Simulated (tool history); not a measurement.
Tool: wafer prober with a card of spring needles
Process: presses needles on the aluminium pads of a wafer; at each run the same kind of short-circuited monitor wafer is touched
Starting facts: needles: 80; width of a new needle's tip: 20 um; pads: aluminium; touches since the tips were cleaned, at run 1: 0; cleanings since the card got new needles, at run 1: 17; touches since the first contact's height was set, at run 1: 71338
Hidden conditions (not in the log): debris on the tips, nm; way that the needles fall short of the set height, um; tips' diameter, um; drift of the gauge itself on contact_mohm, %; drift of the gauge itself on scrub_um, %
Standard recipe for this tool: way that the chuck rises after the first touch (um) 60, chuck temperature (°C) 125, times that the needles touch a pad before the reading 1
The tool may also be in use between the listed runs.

run,hour,way that the chuck rises after the first touch (um),chuck temperature (°C),times that the needles touch a pad before the reading,touches since the tips were cleaned,cleanings since the card got new needles,touches since the first contact's height was set,resistance of one needle with its contact and lead (mohm),way that a needle slides on the pad (um)
1,0,60,125,1,0,17,71338,275,8.39
# hour 18.8: tips cleaned on abrasive film
2,19.4,60,125,1,280,18,80771,274,8.33
# hour 38.4: tips cleaned on abrasive film
3,38.4,60,125,1,0,19,90001,275,8.32
# hour 55.9: height of the first contact set anew
# hour 59.6: tips cleaned on abrasive film
4,60.4,60,125,1,386,20,2126,271,8.32
# hour 78: tips cleaned on abrasive film
5,83.8,60,125,1,2846,21,13521,273,8.31
# hour 97.3: tips cleaned on abrasive film
6,114.4,60,125,1,8368,22,28451,273,8.34
# hour 117.8: tips cleaned on abrasive film
7,134.1,60,125,1,7935,23,37986,269,8.27
# hour 137.2: tips cleaned on abrasive film
8,154.3,60,125,1,8316,24,47800,272,8.3
# hour 156.9: tips cleaned on abrasive film
# hour 174.4: tips cleaned on abrasive film
9,179.9,60,125,1,2675,26,60230,275,8.29
# hour 194.2: tips cleaned on abrasive film
10,207.3,60,125,1,6418,27,73567,272,8.27
# hour 212.4: tips cleaned on abrasive film
# hour 230.9: tips cleaned on abrasive film
11,233.9,60,70,1,1428,29,86447,255,8.3
# hour 249.8: tips cleaned on abrasive film
12,251.2,60,70,1,652,30,94845,252,8.28
# hour 260: height of the first contact set anew
# hour 269.3: tips cleaned on abrasive film
# hour 289.6: tips cleaned on abrasive film
13,292.3,60,70,1,1313,32,15691,261,8.26
# hour 310.2: tips cleaned on abrasive film
14,311.3,60,70,1,532,33,24922,260,8.27
# hour 328.3: tips cleaned on abrasive film
15,328.3,70,125,1,0,34,33183,269,9.65
# hour 347: tips cleaned on abrasive film
# hour 364.6: tips cleaned on abrasive film
16,367.3,68,122,3,1283,36,52122,270,9.33
# hour 382.2: tips cleaned on abrasive film
17,398.9,73,122,1,8155,37,67551,272,10.05
# hour 401.7: tips cleaned on abrasive film
# hour 420.6: tips cleaned on abrasive film
18,425.4,65,122,1,2349,39,80391,269,8.92
# hour 439.7: tips cleaned on abrasive film
19,444.6,65,122,1,2395,40,89709,275,8.92
# hour 458: tips cleaned on abrasive film
# hour 462.8: height of the first contact set anew
20,462.8,54,26,1,2187,41,0,248,7.43
# hour 477.8: tips cleaned on abrasive film
21,483.9,66,29,3,2977,42,10289,244,9.05
# hour 497.5: tips cleaned on abrasive film
22,505.8,66,29,3,4055,43,20908,241,9.06
# hour 516.1: tips cleaned on abrasive film
# hour 534.3: tips cleaned on abrasive film
23,537.6,66,29,1,1574,45,36336,247,9.02

What will run 24 give?
# hour 552: tips cleaned on abrasive film
24,556.5,48,105,2,2189,46,45550,?,?

For run 24 the tool returned resistance of one needle with its contact and lead (mohm) 271, way that a needle slides on the pad (um) 6.61.
Without the tool's hidden state the same run would have given resistance of one needle with its contact and lead (mohm) 271, way that a needle slides on the pad (um) 6.7.
